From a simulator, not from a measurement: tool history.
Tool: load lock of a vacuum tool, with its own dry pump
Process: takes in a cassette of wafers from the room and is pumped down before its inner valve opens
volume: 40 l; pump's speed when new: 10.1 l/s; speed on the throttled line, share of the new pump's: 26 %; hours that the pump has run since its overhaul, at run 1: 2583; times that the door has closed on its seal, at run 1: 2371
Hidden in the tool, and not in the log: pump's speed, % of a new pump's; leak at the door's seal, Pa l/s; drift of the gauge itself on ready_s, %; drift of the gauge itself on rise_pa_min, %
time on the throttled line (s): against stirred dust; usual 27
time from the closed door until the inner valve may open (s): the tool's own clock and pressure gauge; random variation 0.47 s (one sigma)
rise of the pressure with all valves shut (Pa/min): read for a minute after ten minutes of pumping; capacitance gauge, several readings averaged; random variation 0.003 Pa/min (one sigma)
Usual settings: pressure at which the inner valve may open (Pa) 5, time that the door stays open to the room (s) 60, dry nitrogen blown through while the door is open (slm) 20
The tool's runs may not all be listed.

run,hour,time on the throttled line (s),pressure at which the inner valve may open (Pa),time that the door stays open to the room (s),dry nitrogen blown through while the door is open (slm),hours that the pump has run since its overhaul,times that the door has closed on its seal,"incoming humidity of the room's air, %",time from the closed door until the inner valve may open (s),rise of the pressure with all valves shut (Pa/min)
1,0,27,5,60,20,2583,2371,44.4,60.1,0.046
2,175.3,27,5,60,20,2758,3159,45.1,60.5,0.047
3,361.8,27,5,60,20,2944,3997,46.6,59.9,0.049
4,644.7,27,5,60,20,3227,5268,47.8,60.4,0.052
5,940.3,27,5,60,20,3523,6596,43.6,60.5,0.047
6,1258.7,27,5,60,34,3841,8026,47.7,60.9,0.037
7,1529.7,27,5,60,35,4112,9244,41.6,60,0.039
8,1801.7,27,5,60,35,4384,10466,45,59.6,0.038
9,2171.3,27,5,60,20,4754,12126,42.6,59.8,0.053
10,2464,27,5,60,20,5047,13441,46.1,60.1,0.049
11,2730.7,27,5,60,20,5313,14640,47,59.3,0.051
12,3070.4,27,5,60,15,5653,16166,41.3,59,0.05
13,3418.5,27,5,60,15,6001,17730,44.5,60.4,0.054
14,3610.2,27,5,60,15,6193,18591,43.2,60.5,0.045
15,3942.9,30,9,127,42,6525,20086,42.6,60.2,0.042
16,4173.3,52,5,215,20,6756,21121,47.1,79.1,0.075
17,4402.3,25,4,44,20,6985,22150,47.2,58.8,0.052
18,4664.9,16,4,158,20,7247,23329,42,52.9,0.067
19,4918.7,29,7,52,9,7501,24469,45.4,60,0.058
20,5229.8,29,7,85,5,7812,25867,46.4,59.4,0.076
21,5404.4,24,7,85,5,7987,26652,44.9,55.9,0.075
22,5703.6,33,5,122,12,8286,27996,45.2,64,0.065
23,5893.2,33,5,122,12,8476,28848,45.8,64.8,0.072
24,6083,25,5,60,20,8666,29700,44.6,58,0.049
25,6389.2,25,5,32,5,8972,31076,45.1,58.4,0.062
26,6601.9,14,9,186,5,9184,32032,46.4,47.3,0.098
27,6762.3,17,5,56,8,9345,32752,45.9,52.8,0.057

Forecast each of these 5 alternatives for the next run:
A,6985.4,50,8,231,20,9568,33754,45.7,?,?
B,6985.4,21,7,172,8,9568,33754,48.3,?,?
C,6985.4,17,5,98,4,9568,33754,41.5,?,?
D,6985.4,23,5,47,20,9568,33754,44.8,?,?
E,6985.4,18,5,140,6,9568,33754,46.6,?,?

run,time from the closed door until the inner valve may open (s),rise of the pressure with all valves shut (Pa/min)
A,74.5,0.077
B,53.8,0.088
C,53.6,0.069
D,57.3,0.047
E,53.7,0.089
Without the tool's hidden state the same runs would have given:
run,time from the closed door until the inner valve may open (s),rise of the pressure with all valves shut (Pa/min)
A,74.5,0.076
B,53.8,0.087
C,53.6,0.068
D,57.3,0.046
E,53.6,0.088
